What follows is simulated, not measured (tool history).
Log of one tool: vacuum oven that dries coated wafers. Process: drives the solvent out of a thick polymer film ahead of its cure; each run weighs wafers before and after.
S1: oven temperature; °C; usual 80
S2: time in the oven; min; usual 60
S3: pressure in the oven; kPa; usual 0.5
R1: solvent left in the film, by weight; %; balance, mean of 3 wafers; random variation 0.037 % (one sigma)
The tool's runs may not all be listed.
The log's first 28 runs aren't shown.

| run | hour | S1 | S2 | S3 | R1 |
|---|---|---|---|---|---|
| 29 | 1252.1 | 87 | 64 | 0.35 | 0.86 |
| 30 | 1302.8 | 87 | 64 | 0.35 | 0.9 |
| 31 | 1352.7 | 74 | 35 | 0.781 | 9.01 |
| 32 | 1379.5 | 82 | 63 | 0.5 | 2.12 |
| 33 | 1431.3 | 83 | 32 | 0.5 | 5.21 |
| 34 | 1472 | 83 | 32 | 0.5 | 5.2 |
| 35 | 1506.5 | 76 | 66 | 0.96 | 4.36 |
| 36 | 1548.9 | 76 | 66 | 0.96 | 4.32 |
| 37 | 1598.1 | 80 | 60 | 1.45 | 3.68 |
| 38 | 1623.7 | 80 | 60 | 1.45 | 3.68 |
| 39 | 1678.3 | 80 | 60 | 1.45 | 3.71 |
| 40 | 1724.4 | 75 | 54 | 0.58 | 5.73 |
| 41 | 1751.8 | 74 | 39 | 0.574 | 8.1 |

Run 42 comes next. What will it give?
| 42 | 1788.6 | 84 | 65 | 0.574 | ? |

Run 42 gave R1 1.52 %.
Without the tool's hidden state the same run would have given R1 1.52 %.

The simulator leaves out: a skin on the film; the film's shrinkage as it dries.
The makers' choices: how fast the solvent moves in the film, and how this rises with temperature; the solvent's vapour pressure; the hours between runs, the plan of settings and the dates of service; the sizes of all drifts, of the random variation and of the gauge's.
